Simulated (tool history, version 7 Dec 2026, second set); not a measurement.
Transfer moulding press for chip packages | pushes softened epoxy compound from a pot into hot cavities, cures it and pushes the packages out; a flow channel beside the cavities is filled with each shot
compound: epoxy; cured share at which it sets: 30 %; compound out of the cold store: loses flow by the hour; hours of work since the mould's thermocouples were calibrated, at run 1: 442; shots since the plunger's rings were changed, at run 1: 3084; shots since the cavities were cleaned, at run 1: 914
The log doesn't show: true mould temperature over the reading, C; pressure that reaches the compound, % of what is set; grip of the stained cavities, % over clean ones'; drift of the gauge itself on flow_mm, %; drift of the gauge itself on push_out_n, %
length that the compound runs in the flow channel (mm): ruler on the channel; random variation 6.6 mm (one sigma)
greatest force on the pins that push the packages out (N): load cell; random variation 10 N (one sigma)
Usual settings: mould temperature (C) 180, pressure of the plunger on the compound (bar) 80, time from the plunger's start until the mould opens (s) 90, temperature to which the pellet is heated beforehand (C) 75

run     day  mould temperature (C)  pressure of the plunger on the compound (bar)  time from the plunger's start until the mould opens (s)  temperature to which the pellet is heated beforehand (C)  hours of work since the mould's thermocouples were calibrated  shots since the plunger's rings were changed  shots since the cavities were cleaned  incoming compound's hours out of the cold store  length that the compound runs in the flow channel (mm)  greatest force on the pins that push the packages out (N)
  1       0                    180                                             80                                                       90                                                        75                                                            442                                          3084                                    914                                             33.3                                                     750                                                        485
      0.904  -- cavities cleaned with cleaning compound and waxed
  2   1.021                    180                                             80                                                       90                                                        72                                                            453                                          3280                                     24                                               14                                                     800                                                        477
  3   2.042                    180                                             80                                                       90                                                        72                                                            464                                          3490                                    234                                             22.5                                                     782                                                        503
  4   3.421                    180                                             80                                                       90                                                        72                                                            479                                          3772                                    516                                               46                                                     721                                                        491
  5   4.317                    180                                             80                                                       90                                                        72                                                            488                                          3956                                    700                                             27.8                                                     767                                                        483
      4.883  -- plunger's sealing rings changed
  6   5.129                    180                                             80                                                       90                                                        72                                                            496                                            52                                    846                                             17.7                                                     789                                                        497
      6.438  -- cavities cleaned with cleaning compound and waxed
  7   6.808                    180                                             80                                                       90                                                        75                                                            513                                           383                                     77                                             40.8                                                     742                                                        484
  8       8                    180                                             80                                                       90                                                        75                                                            526                                           627                                    321                                               24                                                     780                                                        475
  9   8.904                    180                                             80                                                       90                                                        75                                                            536                                           813                                    507                                             16.6                                                     812                                                        487
 10  10.354                    180                                             80                                                       90                                                        79                                                            551                                          1110                                    804                                             47.8                                                     733                                                        486
     11.838  -- cavities cleaned with cleaning compound and waxed
 11  12.042                    174                                             80                                                       90                                                        75                                                            569                                          1443                                     42                                             44.7                                                     769                                                        576
 12  13.296                    180                                             80                                                       90                                                        75                                                            582                                          1700                                    299                                              8.7                                                     814                                                        497
 13  14.379                    180                                             80                                                       90                                                        75                                                            594                                          1922                                    521                                             28.2                                                     767                                                        492
 14  15.854                    180                                             80                                                       90                                                        75                                                            610                                          2224                                    823                                              8.4                                                     820                                                        504
     17.196  -- cavities cleaned with cleaning compound and waxed
 15  17.233                    186                                             80                                                       90                                                        79                                                            624                                          2494                                      7                                             40.8                                                     729                                                        443
 16  18.488                    180                                             80                                                       90                                                        71                                                            638                                          2752                                    265                                             10.1                                                     810                                                        501
 17  19.679                    178                                           60.7                                                       74                                                        78                                                            650                                          2996                                    509                                             47.2                                                     645                                                        679
 18  21.112                    178                                           60.7                                                       74                                                        78                                                            666                                          3290                                    803                                             19.8                                                     694                                                        705
 19  22.304                    176                                           60.7                                                       74                                                        78                                                            679                                          3534                                   1047                                              9.7                                                     706                                                        873
     22.579  -- cavities cleaned with cleaning compound and waxed
 20  24.004                    179                                             80                                                       90                                                        83                                                            696                                          3870                                    292                                             11.2                                                     803                                                        498
     24.925  -- plunger's sealing rings changed
 21  25.154                    177                                             80                                                       90                                                        75                                                            708                                            47                                    506                                             17.8                                                     799                                                        535
 22  26.575                    186                                           81.9                                                       82                                                        76                                                            723                                           339                                    798                                             41.9                                                     736                                                        461
 23  27.567                    186                                           81.9                                                       82                                                        75                                                            734                                           542                                   1001                                             14.5                                                     795                                                        454
     28.079  -- cavities cleaned with cleaning compound and waxed
 24  29.279                    180                                           61.2                                                       90                                                        75                                                            751                                           880                                    246                                             13.4                                                     717                                                        489
 25  30.475                    174                                           84.9                                                       90                                                        75                                                            764                                          1125                                    491                                             26.6                                                     819                                                        625
 26   31.55                    174                                           84.9                                                       90                                                        75                                                            776                                          1346                                    712                                             32.4                                                     812                                                        626
 27   32.45                    188                                           89.3                                                       95                                                        82                                                            785                                          1530                                    896                                             19.9                                                     813                                                        431
 28  33.192                    188                                           89.3                                                       73                                                        82                                                            793                                          1682                                   1048                                             23.5                                                     799                                                        473

The same runs without the tool's hidden state, with the same run-to-run variation:
run  greatest force on the pins that push the packages out (N)
  1                                                        479
  2                                                        476
  3                                                        501
  4                                                        487
  5                                                        477
  6                                                        491
  7                                                        482
  8                                                        472
  9                                                        482
 10                                                        480
 11                                                        574
 12                                                        493
 13                                                        487
 14                                                        498
 15                                                        443
 16                                                        498
 17                                                        672
 18                                                        696
 19                                                        861
 20                                                        495
 21                                                        529
 22                                                        455
 23                                                        448
 24                                                        486
 25                                                        618
 26                                                        618
 27                                                        426
 28                                                        467
length that the compound runs in the flow channel (mm): within 2 of the measured result in every run.
